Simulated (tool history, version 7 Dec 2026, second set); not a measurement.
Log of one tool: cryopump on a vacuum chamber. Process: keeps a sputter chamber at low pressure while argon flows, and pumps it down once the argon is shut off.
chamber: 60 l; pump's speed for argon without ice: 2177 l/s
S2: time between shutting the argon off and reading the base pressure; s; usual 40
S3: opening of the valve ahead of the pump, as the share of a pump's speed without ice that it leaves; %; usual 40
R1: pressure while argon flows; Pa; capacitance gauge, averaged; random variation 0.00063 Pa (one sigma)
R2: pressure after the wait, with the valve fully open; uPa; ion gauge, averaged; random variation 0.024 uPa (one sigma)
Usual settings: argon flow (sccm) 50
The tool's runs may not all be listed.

{"run": 1, "day": 0.0, "argon flow (sccm)": 50, "S2": 40, "S3": 40, "R1": 0.0975, "R2": 1.92}
{"run": 2, "day": 0.575, "argon flow (sccm)": 50, "S2": 40, "S3": 40, "R1": 0.0975, "R2": 2.0}
{"run": 3, "day": 1.108, "argon flow (sccm)": 50, "S2": 40, "S3": 40, "R1": 0.0963, "R2": 1.97}
{"run": 4, "day": 1.896, "argon flow (sccm)": 50, "S2": 40, "S3": 40, "R1": 0.0973, "R2": 2.03}
{"run": 5, "day": 2.538, "argon flow (sccm)": 50, "S2": 40, "S3": 40, "R1": 0.0973, "R2": 1.94}
{"run": 6, "day": 3.104, "argon flow (sccm)": 50, "S2": 271, "S3": 40, "R1": 0.0975, "R2": 1.36}
{"run": 7, "day": 3.446, "argon flow (sccm)": 50, "S2": 197, "S3": 40, "R1": 0.0979, "R2": 1.35}
{"run": 8, "day": 4.142, "argon flow (sccm)": 50, "S2": 197, "S3": 40, "R1": 0.0985, "R2": 1.36}
{"run": 9, "day": 4.546, "argon flow (sccm)": 50, "S2": 197, "S3": 40, "R1": 0.0978, "R2": 1.44}
{"run": 10, "day": 5.2, "argon flow (sccm)": 50, "S2": 197, "S3": 40, "R1": 0.0977, "R2": 1.45}
{"run": 11, "day": 5.846, "argon flow (sccm)": 50, "S2": 197, "S3": 40, "R1": 0.0988, "R2": 1.49}
{"run": 12, "day": 6.571, "argon flow (sccm)": 50, "S2": 42, "S3": 24, "R1": 0.1627, "R2": 2.12}
{"run": 13, "day": 7.029, "argon flow (sccm)": 24, "S2": 42, "S3": 36, "R1": 0.0515, "R2": 2.07}
{"run": 14, "day": 7.383, "argon flow (sccm)": 24, "S2": 42, "S3": 58, "R1": 0.0329, "R2": 2.18}
{"run": 15, "day": 8.108, "argon flow (sccm)": 24, "S2": 42, "S3": 58, "R1": 0.0333, "R2": 2.16}
{"run": 16, "day": 8.883, "argon flow (sccm)": 50, "S2": 65, "S3": 19, "R1": 0.2054, "R2": 1.94}
{"run": 17, "day": 9.258, "argon flow (sccm)": 29, "S2": 46, "S3": 40, "R1": 0.0575, "R2": 2.11}
{"run": 18, "day": 9.758, "argon flow (sccm)": 29, "S2": 46, "S3": 40, "R1": 0.0578, "R2": 2.1}
{"run": 19, "day": 10.096, "argon flow (sccm)": 49, "S2": 45, "S3": 53, "R1": 0.0738, "R2": 2.1}
{"run": 20, "day": 10.921, "argon flow (sccm)": 52, "S2": 45, "S3": 16, "R1": 0.2531, "R2": 2.17}
{"run": 21, "day": 11.746, "argon flow (sccm)": 50, "S2": 54, "S3": 28, "R1": 0.1387, "R2": 2.09}
{"run": 22, "day": 12.329, "argon flow (sccm)": 44, "S2": 40, "S3": 40, "R1": 0.0878, "R2": 2.29}

4 ways to go on from here, each from the tool as it stands after run 22. What would each give?
{"run": "A", "day": 12.883, "argon flow (sccm)": 44, "S2": 40, "S3": 58, "R1": "?", "R2": "?"}
{"run": "B", "day": 12.883, "argon flow (sccm)": 44, "S2": 40, "S3": 46, "R1": "?", "R2": "?"}
{"run": "C", "day": 12.883, "argon flow (sccm)": 33, "S2": 142, "S3": 16, "R1": "?", "R2": "?"}
{"run": "D", "day": 12.883, "argon flow (sccm)": 39, "S2": 40, "S3": 25, "R1": "?", "R2": "?"}

run=A R1=0.0606 R2=2.27
run=B R1=0.0758 R2=2.31
run=C R1=0.1607 R2=1.76
run=D R1=0.1231 R2=2.27
Without the tool's hidden state the same runs would have given:
run=A R1=0.0587 R2=0.88
run=B R1=0.0740 R2=0.90
run=C R1=0.1593 R2=0.37
run=D R1=0.1214 R2=0.89
